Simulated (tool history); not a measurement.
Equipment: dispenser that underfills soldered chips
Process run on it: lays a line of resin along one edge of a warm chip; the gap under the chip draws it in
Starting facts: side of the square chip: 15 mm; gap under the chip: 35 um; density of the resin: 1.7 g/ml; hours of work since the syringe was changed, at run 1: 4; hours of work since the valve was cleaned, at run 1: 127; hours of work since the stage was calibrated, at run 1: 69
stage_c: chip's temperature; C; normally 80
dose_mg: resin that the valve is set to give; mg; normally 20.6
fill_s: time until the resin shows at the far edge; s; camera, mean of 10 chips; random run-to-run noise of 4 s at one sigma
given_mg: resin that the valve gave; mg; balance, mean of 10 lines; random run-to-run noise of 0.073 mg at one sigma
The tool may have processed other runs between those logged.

run	hour	stage_c	dose_mg	hours of work since the syringe was changed	hours of work since the valve was cleaned	hours of work since the stage was calibrated	fill_s	given_mg
1	0	80	20.6	4	127	69	571	19.28
# hour 11.9: new syringe of resin
2	14.6	80	20.6	2	137	79	487.6	19.1
# hour 29.1: new syringe of resin
3	29.1	80	20.6	0	147	89	414.3	19.13
# hour 31.9: dispensing valve cleaned and set on the balance
4	46.5	80	20.6	11	10	100	1117.7	20.57
# hour 47.9: new syringe of resin
5	57.6	80	20.6	7	18	108	712	20.61
# hour 65.5: new syringe of resin
6	72	80	20.6	5	28	118	610.3	20.37
# hour 83: new syringe of resin
7	87.7	81	20.6	3	38	129	529.6	20.33
# hour 101: new syringe of resin
8	102.6	81	20.6	1	49	139	441.8	20.26
9	114.9	80	25.5	10	57	148	899.2	24.85
# hour 118.4: new syringe of resin
10	122.9	80	19.9	3	63	153	547.5	19.31
11	134.6	80	19.9	11	71	161	1099	19.27
# hour 135.8: new syringe of resin
12	145.9	80	19.9	7	79	169	773	19.19
# hour 153.6: new syringe of resin
13	154.3	80	19.9	0	84	175	439.9	19.15
14	166.4	80	19.9	9	93	183	911.7	19.08
# hour 171.8: new syringe of resin
15	173.9	80	19.9	1	98	188	483.4	18.89
16	183	93	19.9	8	104	194	516.1	18.84
# hour 189.2: new syringe of resin
17	199.4	93	19.9	7	116	206	492.7	18.73
# hour 206.3: new syringe of resin
18	210.5	73	23.9	3	123	213	709.9	22.56
19	221.8	76	26	11	131	221	1220.9	24.38
# hour 223.4: new syringe of resin
20	234.3	74	21	8	140	230	1006.7	19.53
# hour 241.1: new syringe of resin
# hour 248.9: dispensing valve cleaned and set on the balance
21	252.2	79	22.3	7	2	241	806.2	22.25
# hour 260: new syringe of resin
22	267.1	65	19	5	13	252	1226.3	18.84
# hour 277.4: new syringe of resin
23	277.4	65	19	0	20	259	794.4	18.75

Expected results for the next run?
24	289.7	89	19	9	28	267	?	?

fill_s: 643.7 s
given_mg: 18.79 mg
Minus the tool's unlogged condition, the same run would have read fill_s 285.4 s, given_mg 19.06 mg.
